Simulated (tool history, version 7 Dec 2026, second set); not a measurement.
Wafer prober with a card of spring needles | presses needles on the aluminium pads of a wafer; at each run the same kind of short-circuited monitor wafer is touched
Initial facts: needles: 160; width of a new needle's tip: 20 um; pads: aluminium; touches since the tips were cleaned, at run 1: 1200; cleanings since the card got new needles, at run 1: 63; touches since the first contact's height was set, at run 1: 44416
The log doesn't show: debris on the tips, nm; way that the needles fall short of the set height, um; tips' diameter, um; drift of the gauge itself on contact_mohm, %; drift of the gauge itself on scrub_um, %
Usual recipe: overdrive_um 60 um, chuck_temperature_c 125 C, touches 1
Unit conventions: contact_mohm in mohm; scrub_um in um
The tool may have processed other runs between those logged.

run,hour,overdrive_um,chuck_temperature_c,touches,touches since the tips were cleaned,cleanings since the card got new needles,touches since the first contact's height was set,contact_mohm,scrub_um
1,0,60,125,1,1200,63,44416,245,12.81
# hour 1.5: tips cleaned on abrasive film
# hour 8: tips cleaned on abrasive film
# hour 15.4: tips cleaned on abrasive film
2,20.6,60,125,1,1296,66,49538,247,12.77
# hour 22.1: tips cleaned on abrasive film
# hour 28.6: tips cleaned on abrasive film
# hour 35.5: tips cleaned on abrasive film
3,41.5,60,125,1,1501,69,54748,251,12.71
# hour 42.6: tips cleaned on abrasive film
# hour 49.5: tips cleaned on abrasive film
4,53.8,60,125,1,1097,71,57814,246,12.71
# hour 56: tips cleaned on abrasive film
# hour 62.8: tips cleaned on abrasive film
5,64.4,60,125,1,397,73,60441,237,12.64
# hour 69.7: tips cleaned on abrasive film
6,74.8,60,125,1,1291,74,63038,249,12.63
# hour 76.4: tips cleaned on abrasive film
# hour 84.2: tips cleaned on abrasive film
# hour 90.9: tips cleaned on abrasive film
7,92.8,60,125,1,476,77,67521,235,12.58
# hour 98: tips cleaned on abrasive film
# hour 105.3: tips cleaned on abrasive film
8,108.1,60,72,1,713,79,71345,230,12.53
# hour 112.6: tips cleaned on abrasive film
# hour 118.6: height of the first contact set anew
# hour 119.6: tips cleaned on abrasive film
# hour 126.5: tips cleaned on abrasive film
9,126.7,60,72,1,43,82,1997,217,13.13
# hour 133.8: tips cleaned on abrasive film
# hour 141: tips cleaned on abrasive film
10,142.9,60,72,1,483,84,6054,222,13.14
# hour 148.1: tips cleaned on abrasive film
# hour 155.6: tips cleaned on abrasive film
11,156.7,60,72,1,275,86,9483,221,13.07
# hour 161.9: tips cleaned on abrasive film
12,167,60,125,1,1284,87,12054,244,13.01
# hour 168.6: tips cleaned on abrasive film
# hour 176: tips cleaned on abrasive film
# hour 182.4: tips cleaned on abrasive film
13,182.4,60,125,1,0,90,15870,226,12.96
# hour 189.5: tips cleaned on abrasive film
# hour 196.9: tips cleaned on abrasive film
14,201.4,60,125,1,1126,92,20633,246,13.03
# hour 204: tips cleaned on abrasive film
# hour 211.5: tips cleaned on abrasive film
# hour 218.9: tips cleaned on abrasive film
15,222.9,60,124,1,1018,95,25987,247,12.91
# hour 226.1: tips cleaned on abrasive film
# hour 232.4: tips cleaned on abrasive film
# hour 238.8: tips cleaned on abrasive film
16,244.2,44,50,1,1364,98,31306,267,9.38
# hour 245.9: tips cleaned on abrasive film
# hour 253.1: tips cleaned on abrasive film
# hour 259.7: tips cleaned on abrasive film
17,263.7,77,122,1,1005,101,36153,229,16.59
# hour 266.5: tips cleaned on abrasive film
# hour 272.9: tips cleaned on abrasive film
18,274.8,77,122,1,491,103,38910,223,16.55
# hour 279.6: tips cleaned on abrasive film
# hour 286.3: tips cleaned on abrasive film
19,290.5,77,122,1,1049,105,42815,231,16.51
# hour 293.6: tips cleaned on abrasive film
# hour 299.9: tips cleaned on abrasive film
20,301.6,77,122,1,437,107,45588,223,16.53
# hour 307.1: tips cleaned on abrasive film
# hour 313.8: tips cleaned on abrasive film
21,315,75,30,1,301,109,48924,203,16
# hour 320.3: tips cleaned on abrasive film
# hour 327.5: tips cleaned on abrasive film
22,330.1,43,39,1,658,111,52688,249,9.01
# hour 334.9: tips cleaned on abrasive film
# hour 341.5: tips cleaned on abrasive film
23,341.5,50,53,3,0,113,55516,215,10.46
# hour 348.8: tips cleaned on abrasive film
# hour 355.8: tips cleaned on abrasive film
24,359,51,46,1,815,115,59895,240,10.66
# hour 363.3: tips cleaned on abrasive film
# hour 370.3: tips cleaned on abrasive film
25,373.8,51,46,3,888,117,63582,225,10.61
# hour 376.9: tips cleaned on abrasive film
# hour 383.5: tips cleaned on abrasive film
26,383.5,70,41,1,0,119,65990,201,14.75
# hour 390.7: tips cleaned on abrasive film
# hour 397.5: tips cleaned on abrasive film
27,403.2,70,41,1,1436,121,70914,225,14.72
# hour 404.5: tips cleaned on abrasive film
# hour 411.8: tips cleaned on abrasive film
# hour 414.9: height of the first contact set anew
# hour 419.3: tips cleaned on abrasive film
28,422.7,63,50,2,869,124,1962,217,13.81
# hour 426.8: tips cleaned on abrasive film
# hour 433.3: tips cleaned on abrasive film
29,438.2,63,50,2,1241,126,5831,219,13.74
# hour 440.8: tips cleaned on abrasive film
# hour 447.2: tips cleaned on abrasive film
# hour 453.5: tips cleaned on abrasive film
30,454.2,79,109,2,185,129,9795,215,17.19

For each entry between runs, how does the tool's hidden state at the last listed run before it compare with that at the first listed run after it?
Logged between run 1 and run 2: tips cleaned on abrasive film (hour 1.5); tips cleaned on abrasive film (hour 8); tips cleaned on abrasive film (hour 15.4)
  debris on the tips, nm: 30.5 -> 34.9; way that the needles fall short of the set height, um: 1.65 -> 1.83; tips' diameter, um: 21.46 -> 21.52
  the result without the hidden state subtracted from the measured one, contact_mohm: +23 -> +27 mohm; scrub_um: -0.36 -> -0.4 um
Logged between run 2 and run 3: tips cleaned on abrasive film (hour 22.1); tips cleaned on abrasive film (hour 28.6); tips cleaned on abrasive film (hour 35.5)
  debris on the tips, nm: 34.9 -> 35.1; way that the needles fall short of the set height, um: 1.83 -> 2.02; tips' diameter, um: 21.52 -> 21.59
  the result without the hidden state subtracted from the measured one, contact_mohm: +27 -> +27 mohm; scrub_um: -0.4 -> -0.44 um
Logged between run 3 and run 4: tips cleaned on abrasive film (hour 42.6); tips cleaned on abrasive film (hour 49.5)
  debris on the tips, nm: 35.1 -> 27.4; way that the needles fall short of the set height, um: 2.02 -> 2.15; tips' diameter, um: 21.59 -> 21.64
  the result without the hidden state subtracted from the measured one, contact_mohm: +27 -> +23 mohm; scrub_um: -0.44 -> -0.48 um
Logged between run 4 and run 5: tips cleaned on abrasive film (hour 56); tips cleaned on abrasive film (hour 62.8)
  debris on the tips, nm: 27.4 -> 14.9; way that the needles fall short of the set height, um: 2.15 -> 2.26; tips' diameter, um: 21.64 -> 21.68
  the result without the hidden state subtracted from the measured one, contact_mohm: +23 -> +14 mohm; scrub_um: -0.48 -> -0.49 um
Logged between run 5 and run 6: tips cleaned on abrasive film (hour 69.7)
  debris on the tips, nm: 14.9 -> 33.5; way that the needles fall short of the set height, um: 2.26 -> 2.33; tips' diameter, um: 21.68 -> 21.7
  the result without the hidden state subtracted from the measured one, contact_mohm: +14 -> +28 mohm; scrub_um: -0.49 -> -0.51 um
Logged between run 6 and run 7: tips cleaned on abrasive film (hour 76.4); tips cleaned on abrasive film (hour 84.2); tips cleaned on abrasive film (hour 90.9)
  debris on the tips, nm: 33.5 -> 15.8; way that the needles fall short of the set height, um: 2.33 -> 2.54; tips' diameter, um: 21.7 -> 21.77
  the result without the hidden state subtracted from the measured one, contact_mohm: +28 -> +15 mohm; scrub_um: -0.51 -> -0.56 um
Logged between run 7 and run 8: tips cleaned on abrasive film (hour 98); tips cleaned on abrasive film (hour 105.3)
  debris on the tips, nm: 15.8 -> 25.5; way that the needles fall short of the set height, um: 2.54 -> 2.68; tips' diameter, um: 21.77 -> 21.82
  the result without the hidden state subtracted from the measured one, contact_mohm: +15 -> +24 mohm; scrub_um: -0.56 -> -0.59 um
Logged between run 8 and run 9: tips cleaned on abrasive film (hour 112.6); height of the first contact set anew (hour 118.6); tips cleaned on abrasive film (hour 119.6); tips cleaned on abrasive film (hour 126.5)
  debris on the tips, nm: 25.5 -> 5.8; way that the needles fall short of the set height, um: 2.68 -> 0.13; tips' diameter, um: 21.82 -> 21.89
  the result without the hidden state subtracted from the measured one, contact_mohm: +24 -> +7 mohm; scrub_um: -0.59 -> -0.03 um
Logged between run 9 and run 10: tips cleaned on abrasive film (hour 133.8); tips cleaned on abrasive film (hour 141)
  debris on the tips, nm: 5.8 -> 17.5; way that the needles fall short of the set height, um: 0.13 -> 0.26; tips' diameter, um: 21.89 -> 21.94
  the result without the hidden state subtracted from the measured one, contact_mohm: +7 -> +15 mohm; scrub_um: -0.03 -> -0.05 um
Logged between run 10 and run 11: tips cleaned on abrasive film (hour 148.1); tips cleaned on abrasive film (hour 155.6)
  debris on the tips, nm: 17.5 -> 12.8; way that the needles fall short of the set height, um: 0.26 -> 0.4; tips' diameter, um: 21.94 -> 21.99
  the result without the hidden state subtracted from the measured one, contact_mohm: +15 -> +12 mohm; scrub_um: -0.05 -> -0.09 um
Logged between run 11 and run 12: tips cleaned on abrasive film (hour 161.9)
  debris on the tips, nm: 12.8 -> 33.3; way that the needles fall short of the set height, um: 0.4 -> 0.47; tips' diameter, um: 21.99 -> 22.02
  the result without the hidden state subtracted from the measured one, contact_mohm: +12 -> +25 mohm; scrub_um: -0.09 -> -0.1 um
Logged between run 12 and run 13: tips cleaned on abrasive film (hour 168.6); tips cleaned on abrasive film (hour 176); tips cleaned on abrasive film (hour 182.4)
  debris on the tips, nm: 33.3 -> 2.9; way that the needles fall short of the set height, um: 0.47 -> 0.68; tips' diameter, um: 22.02 -> 22.09
  the result without the hidden state subtracted from the measured one, contact_mohm: +25 -> +5 mohm; scrub_um: -0.1 -> -0.15 um
Logged between run 13 and run 14: tips cleaned on abrasive film (hour 189.5); tips cleaned on abrasive film (hour 196.9)
  debris on the tips, nm: 2.9 -> 30.7; way that the needles fall short of the set height, um: 0.68 -> 0.82; tips' diameter, um: 22.09 -> 22.14
  the result without the hidden state subtracted from the measured one, contact_mohm: +5 -> +25 mohm; scrub_um: -0.15 -> -0.18 um
Logged between run 14 and run 15: tips cleaned on abrasive film (hour 204); tips cleaned on abrasive film (hour 211.5); tips cleaned on abrasive film (hour 218.9)
  debris on the tips, nm: 30.7 -> 28.4; way that the needles fall short of the set height, um: 0.82 -> 1.04; tips' diameter, um: 22.14 -> 22.21
  the result without the hidden state subtracted from the measured one, contact_mohm: +25 -> +24 mohm; scrub_um: -0.18 -> -0.23 um
Logged between run 15 and run 16: tips cleaned on abrasive film (hour 226.1); tips cleaned on abrasive film (hour 232.4); tips cleaned on abrasive film (hour 238.8)
  debris on the tips, nm: 28.4 -> 35.5; way that the needles fall short of the set height, um: 1.04 -> 1.24; tips' diameter, um: 22.21 -> 22.28
  the result without the hidden state subtracted from the measured one, contact_mohm: +24 -> +56 mohm; scrub_um: -0.23 -> -0.27 um
Logged between run 16 and run 17: tips cleaned on abrasive film (hour 245.9); tips cleaned on abrasive film (hour 253.1); tips cleaned on abrasive film (hour 259.7)
  debris on the tips, nm: 35.5 -> 26.5; way that the needles fall short of the set height, um: 1.24 -> 1.42; tips' diameter, um: 22.28 -> 22.35
  the result without the hidden state subtracted from the measured one, contact_mohm: +56 -> +15 mohm; scrub_um: -0.27 -> -0.31 um
Logged between run 17 and run 18: tips cleaned on abrasive film (hour 266.5); tips cleaned on abrasive film (hour 272.9)
  debris on the tips, nm: 26.5 -> 16.6; way that the needles fall short of the set height, um: 1.42 -> 1.57; tips' diameter, um: 22.35 -> 22.4
  the result without the hidden state subtracted from the measured one, contact_mohm: +15 -> +11 mohm; scrub_um: -0.31 -> -0.35 um
Logged between run 18 and run 19: tips cleaned on abrasive film (hour 279.6); tips cleaned on abrasive film (hour 286.3)
  debris on the tips, nm: 16.6 -> 28.7; way that the needles fall short of the set height, um: 1.57 -> 1.68; tips' diameter, um: 22.4 -> 22.44
  the result without the hidden state subtracted from the measured one, contact_mohm: +11 -> +16 mohm; scrub_um: -0.35 -> -0.37 um
Logged between run 19 and run 20: tips cleaned on abrasive film (hour 293.6); tips cleaned on abrasive film (hour 299.9)
  debris on the tips, nm: 28.7 -> 14; way that the needles fall short of the set height, um: 1.68 -> 1.83; tips' diameter, um: 22.44 -> 22.49
  the result without the hidden state subtracted from the measured one, contact_mohm: +16 -> +10 mohm; scrub_um: -0.37 -> -0.4 um
Logged between run 20 and run 21: tips cleaned on abrasive film (hour 307.1); tips cleaned on abrasive film (hour 313.8)
  debris on the tips, nm: 14 -> 12.6; way that the needles fall short of the set height, um: 1.83 -> 1.99; tips' diameter, um: 22.49 -> 22.55
  the result without the hidden state subtracted from the measured one, contact_mohm: +10 -> +10 mohm; scrub_um: -0.4 -> -0.44 um
Logged between run 21 and run 22: tips cleaned on abrasive film (hour 320.3); tips cleaned on abrasive film (hour 327.5)
  debris on the tips, nm: 12.6 -> 22.6; way that the needles fall short of the set height, um: 1.99 -> 2.1; tips' diameter, um: 22.55 -> 22.59
  the result without the hidden state subtracted from the measured one, contact_mohm: +10 -> +43 mohm; scrub_um: -0.44 -> -0.46 um
Logged between run 22 and run 23: tips cleaned on abrasive film (hour 334.9); tips cleaned on abrasive film (hour 341.5)
  debris on the tips, nm: 22.6 -> 1.7; way that the needles fall short of the set height, um: 2.1 -> 2.23; tips' diameter, um: 22.59 -> 22.63
  the result without the hidden state subtracted from the measured one, contact_mohm: +43 -> +6 mohm; scrub_um: -0.46 -> -0.49 um
Logged between run 23 and run 24: tips cleaned on abrasive film (hour 348.8); tips cleaned on abrasive film (hour 355.8)
  debris on the tips, nm: 1.7 -> 24.9; way that the needles fall short of the set height, um: 2.23 -> 2.39; tips' diameter, um: 22.63 -> 22.69
  the result without the hidden state subtracted from the measured one, contact_mohm: +6 -> +35 mohm; scrub_um: -0.49 -> -0.52 um
Logged between run 24 and run 25: tips cleaned on abrasive film (hour 363.3); tips cleaned on abrasive film (hour 370.3)
  debris on the tips, nm: 24.9 -> 25.4; way that the needles fall short of the set height, um: 2.39 -> 2.52; tips' diameter, um: 22.69 -> 22.73
  the result without the hidden state subtracted from the measured one, contact_mohm: +35 -> +17 mohm; scrub_um: -0.52 -> -0.55 um
Logged between run 25 and run 26: tips cleaned on abrasive film (hour 376.9); tips cleaned on abrasive film (hour 383.5)
  debris on the tips, nm: 25.4 -> 4.2; way that the needles fall short of the set height, um: 2.52 -> 2.65; tips' diameter, um: 22.73 -> 22.78
  the result without the hidden state subtracted from the measured one, contact_mohm: +17 -> +6 mohm; scrub_um: -0.55 -> -0.58 um
Logged between run 26 and run 27: tips cleaned on abrasive film (hour 390.7); tips cleaned on abrasive film (hour 397.5)
  debris on the tips, nm: 4.2 -> 35.7; way that the needles fall short of the set height, um: 2.65 -> 2.75; tips' diameter, um: 22.78 -> 22.81
  the result without the hidden state subtracted from the measured one, contact_mohm: +6 -> +27 mohm; scrub_um: -0.58 -> -0.6 um
Logged between run 27 and run 28: tips cleaned on abrasive film (hour 404.5); tips cleaned on abrasive film (hour 411.8); height of the first contact set anew (hour 414.9); tips cleaned on abrasive film (hour 419.3)
  debris on the tips, nm: 35.7 -> 25.6; way that the needles fall short of the set height, um: 2.75 -> 0.07; tips' diameter, um: 22.81 -> 22.87
  the result without the hidden state subtracted from the measured one, contact_mohm: +27 -> +15 mohm; scrub_um: -0.6 -> -0.02 um
Logged between run 28 and run 29: tips cleaned on abrasive film (hour 426.8); tips cleaned on abrasive film (hour 433.3)
  debris on the tips, nm: 25.6 -> 30.4; way that the needles fall short of the set height, um: 0.07 -> 0.23; tips' diameter, um: 22.87 -> 22.93
  the result without the hidden state subtracted from the measured one, contact_mohm: +15 -> +17 mohm; scrub_um: -0.02 -> -0.05 um
Logged between run 29 and run 30: tips cleaned on abrasive film (hour 440.8); tips cleaned on abrasive film (hour 447.2); tips cleaned on abrasive film (hour 453.5)
  debris on the tips, nm: 30.4 -> 7.9; way that the needles fall short of the set height, um: 0.23 -> 0.42; tips' diameter, um: 22.93 -> 22.99
  the result without the hidden state subtracted from the measured one, contact_mohm: +17 -> +5 mohm; scrub_um: -0.05 -> -0.09 um

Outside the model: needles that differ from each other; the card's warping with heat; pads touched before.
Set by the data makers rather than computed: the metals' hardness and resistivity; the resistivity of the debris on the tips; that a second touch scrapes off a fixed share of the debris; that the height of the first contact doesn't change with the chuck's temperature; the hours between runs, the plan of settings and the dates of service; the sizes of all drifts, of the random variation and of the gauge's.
